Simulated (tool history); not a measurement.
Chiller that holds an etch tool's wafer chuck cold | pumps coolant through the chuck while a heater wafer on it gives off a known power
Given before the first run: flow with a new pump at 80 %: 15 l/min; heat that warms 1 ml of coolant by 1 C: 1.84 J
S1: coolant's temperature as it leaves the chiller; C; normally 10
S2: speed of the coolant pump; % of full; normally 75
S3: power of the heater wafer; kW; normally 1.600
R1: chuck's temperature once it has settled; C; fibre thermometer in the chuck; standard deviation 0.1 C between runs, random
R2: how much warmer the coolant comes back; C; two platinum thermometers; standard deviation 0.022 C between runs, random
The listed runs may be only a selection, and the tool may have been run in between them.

Run 1, hour 0.0: usual settings. Result: R1 20.6 C, R2 3.72 C.
Run 2, hour 103.6: usual settings but S2 80 % of full. Result: R1 19.8 C, R2 3.39 C.
Run 3, hour 154.1: usual settings. Result: R1 20.1 C, R2 3.64 C.
At hour 160.1: chiller's thermometer calibrated.
Run 4, hour 230.0: usual settings. Result: R1 20.3 C, R2 3.58 C.
Run 5, hour 314.8: usual settings. Result: R1 20.2 C, R2 3.55 C.
Run 6, hour 415.2: usual settings but S3 1.974 kW. Result: R1 22.8 C, R2 4.44 C.
Run 7, hour 523.8: usual settings but S3 1.974 kW. Result: R1 22.7 C, R2 4.34 C.
Run 8, hour 619.3: usual settings but S3 0.886 kW. Result: R1 15.6 C, R2 1.86 C.
Run 9, hour 665.9: usual settings but S1 0 C, S3 0.886 kW. Result: R1 5.6 C, R2 1.81 C.
Run 10, hour 774.2: usual settings but S1 0 C, S3 0.886 kW. Result: R1 5.6 C, R2 1.70 C.
Run 11, hour 858.1: usual settings but S1 9 C, S3 0.886 kW. Result: R1 14.6 C, R2 1.70 C.
Run 12, hour 943.4: usual settings but S1 9 C, S3 0.886 kW. Result: R1 14.9 C, R2 1.64 C.
Run 13, hour 1053.1: usual settings but S1 9 C, S3 0.886 kW. Result: R1 14.8 C, R2 1.61 C.
At hour 1060.8: gauge calibrated.
Run 14, hour 1118.9: usual settings but S1 17 C, S2 70 % of full, S3 1.705 kW. Result: R1 28.3 C, R2 4.19 C.
Run 15, hour 1220.5: usual settings but S1 7 C, S2 74 % of full, S3 1.237 kW. Result: R1 15.2 C, R2 2.82 C.
Run 16, hour 1307.6: usual settings but S1 7 C, S2 66 % of full, S3 0.811 kW. Result: R1 12.5 C, R2 2.03 C.
Run 17, hour 1412.3: usual settings but S1 7 C, S2 66 % of full, S3 0.811 kW. Result: R1 12.6 C, R2 1.96 C.
Run 18, hour 1507.7: usual settings but S1 11 C, S2 69 % of full. Result: R1 21.9 C, R2 3.79 C.
Run 19, hour 1592.3: usual settings but S2 99 % of full, S3 1.736 kW. Result: R1 19.6 C, R2 2.89 C.
Run 20, hour 1653.5: usual settings but S2 99 % of full. Result: R1 18.8 C, R2 2.56 C.
Run 21, hour 1734.2: usual settings but S1 20 C, S2 89 % of full, S3 1.223 kW. Result: R1 27.1 C, R2 2.13 C.
Run 22, hour 1820.3: usual settings but S1 20 C, S2 79 % of full, S3 1.223 kW. Result: R1 27.6 C, R2 2.38 C.
Run 23, hour 1902.9: usual settings but S2 63 % of full, S3 1.166 kW. Result: R1 18.3 C, R2 2.85 C.
Run 24, hour 2006.1: usual settings but S2 63 % of full, S3 1.166 kW. Result: R1 18.4 C, R2 2.82 C.
Run 25, hour 2092.6: usual settings but S1 17 C, S2 62 % of full, S3 0.951 kW. Result: R1 23.9 C, R2 2.24 C.
Run 26, hour 2158.0: usual settings but S1 17 C, S2 62 % of full, S3 0.951 kW. Result: R1 23.9 C, R2 2.19 C.

3 ways to go on from here, each from the tool as it stands after run 26. What would each give?
Run A, hour 2245.8: usual settings but S1 17 C, S3 0.814 kW. Result: R1 ?, R2 ?.
Run B, hour 2245.8: usual settings but S1 15 C, S3 0.981 kW. Result: R1 ?, R2 ?.
Run C, hour 2245.8: usual settings but S2 66 % of full, S3 1.762 kW. Result: R1 ?, R2 ?.

run    R1    R2
  A  22.4  1.38
  B  21.5  1.75
  C  22.1  4.12
With no hidden state in the tool, these same runs would have given:
run    R1    R2
  A  22.4  1.87
  B  21.5  2.24
  C  22.1  4.61

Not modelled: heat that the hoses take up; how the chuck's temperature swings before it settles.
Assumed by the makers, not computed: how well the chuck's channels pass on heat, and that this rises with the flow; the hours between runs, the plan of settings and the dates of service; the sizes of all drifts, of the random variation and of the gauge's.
